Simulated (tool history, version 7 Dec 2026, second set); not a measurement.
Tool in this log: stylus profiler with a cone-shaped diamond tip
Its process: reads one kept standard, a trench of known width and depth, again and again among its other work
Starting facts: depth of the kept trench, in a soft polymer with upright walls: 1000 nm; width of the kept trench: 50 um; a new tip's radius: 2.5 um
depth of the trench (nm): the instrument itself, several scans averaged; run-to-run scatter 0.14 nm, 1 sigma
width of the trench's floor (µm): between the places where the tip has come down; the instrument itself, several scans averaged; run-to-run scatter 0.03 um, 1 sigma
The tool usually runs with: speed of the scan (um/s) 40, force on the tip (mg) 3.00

run	day	speed of the scan (um/s)	force on the tip (mg)	depth of the trench (nm)	width of the trench's floor (µm)
1	0.000	40	3.00	1010.10	45.26
2	1.471	146	3.00	1010.07	44.96
3	3.529	92	3.00	1009.83	45.15
4	5.375	92	3.00	1009.75	45.13
5	7.425	92	3.00	1009.96	45.03
6	8.688	40	3.00	1009.58	45.18
7	10.667	12	3.00	1009.64	45.29
8	11.550	12	3.00	1009.82	45.25
9	12.717	40	3.00	1009.28	45.14
10	14.654	40	3.00	1009.45	45.20
11	16.546	40	3.00	1009.32	45.13
12	18.221	22	2.49	1008.03	45.16
13	19.083	22	2.49	1008.17	45.14
14	19.954	20	3.91	1011.75	45.18
# day 20.146: height scale calibrated on a step standard
15	22.067	20	3.91	1011.20	45.15
16	23.308	16	3.00	1008.84	45.17
17	25.083	105	1.14	1003.32	44.65
18	26.808	83	2.54	1007.84	44.87
19	27.833	13	2.16	1006.52	45.06
20	29.546	13	2.16	1006.37	45.08
21	30.975	38	3.60	1010.03	44.97

Had the tool no unlogged condition, and each run kept its random variation, what would the results have been?
What the log doesn't record here: radius of the tip, um; height scale over the true one, %; drift of the gauge itself on depth_nm, %; drift of the gauge itself on floor_um, %.
run	depth of the trench (nm)	width of the trench's floor (µm)
1	1012.00	45.83
2	1012.01	45.55
3	1011.83	45.76
4	1011.81	45.76
5	1012.09	45.69
6	1011.75	45.85
7	1011.86	45.98
8	1012.07	45.95
9	1011.57	45.85
10	1011.79	45.94
11	1011.71	45.88
12	1010.47	45.93
13	1010.63	45.93
14	1014.25	45.97
15	1014.14	45.96
16	1011.81	45.99
17	1006.32	45.49
18	1010.91	45.74
19	1009.62	45.94
20	1009.52	45.97
21	1013.23	45.88
